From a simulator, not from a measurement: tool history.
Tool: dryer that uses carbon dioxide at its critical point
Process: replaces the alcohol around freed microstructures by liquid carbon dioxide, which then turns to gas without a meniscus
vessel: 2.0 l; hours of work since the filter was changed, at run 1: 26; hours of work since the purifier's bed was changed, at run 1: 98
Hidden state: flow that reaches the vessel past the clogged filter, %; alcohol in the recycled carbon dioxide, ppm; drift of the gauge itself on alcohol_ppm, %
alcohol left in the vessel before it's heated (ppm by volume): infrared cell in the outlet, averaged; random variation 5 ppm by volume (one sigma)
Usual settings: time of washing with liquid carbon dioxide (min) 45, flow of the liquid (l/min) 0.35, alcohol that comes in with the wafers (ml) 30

| run | hour | time of washing with liquid carbon dioxide (min) | flow of the liquid (l/min) | alcohol that comes in with the wafers (ml) | hours of work since the filter was changed | hours of work since the purifier's bed was changed | alcohol left in the vessel before it's heated (ppm by volume) |
|---|---|---|---|---|---|---|---|
| 1 | 0 | 45 | 0.35 | 30 | 26 | 98 | 43 |
| 2 | 8.8 | 45 | 0.35 | 30 | 29 | 101 | 37 |
| 3 | 18.4 | 45 | 0.35 | 48 | 33 | 105 | 62 |
| 4 | 23.9 | 45 | 0.35 | 48 | 35 | 107 | 58 |
| 5 | 31.6 | 45 | 0.35 | 48 | 39 | 110 | 65 |
| 6 | 42 | 45 | 0.35 | 48 | 43 | 114 | 61 |
| 7 | 48 | 45 | 0.35 | 48 | 45 | 117 | 66 |
| 8 | 52.9 | 45 | 0.35 | 48 | 47 | 119 | 75 |
| 9 | 61.4 | 45 | 0.35 | 48 | 51 | 122 | 74 |
| 10 | 69.7 | 44 | 0.313 | 48 | 54 | 126 | 125 |
| 11 | 81.3 | 44 | 0.313 | 48 | 59 | 130 | 126 |
| 12 | 87.4 | 44 | 0.313 | 48 | 61 | 133 | 145 |
| 13 | 98.8 | 44 | 0.313 | 48 | 66 | 137 | 127 |

3 ways to go on from here, each from the tool as it stands after run 13. What would each give?
| A | 109.2 | 60 | 0.365 | 74 | 70 | 142 | ? |
| B | 109.2 | 45 | 0.562 | 56 | 70 | 142 | ? |
| C | 109.2 | 69 | 0.328 | 76 | 70 | 142 | ? |

| run | alcohol left in the vessel before it's heated (ppm by volume) |
|---|---|
| A | 40 |
| B | 19 |
| C | 19 |
Without the tool's hidden state the same runs would have given:
| run | alcohol left in the vessel before it's heated (ppm by volume) |
|---|---|
| A | 20 |
| B | 0 |
| C | 0 |
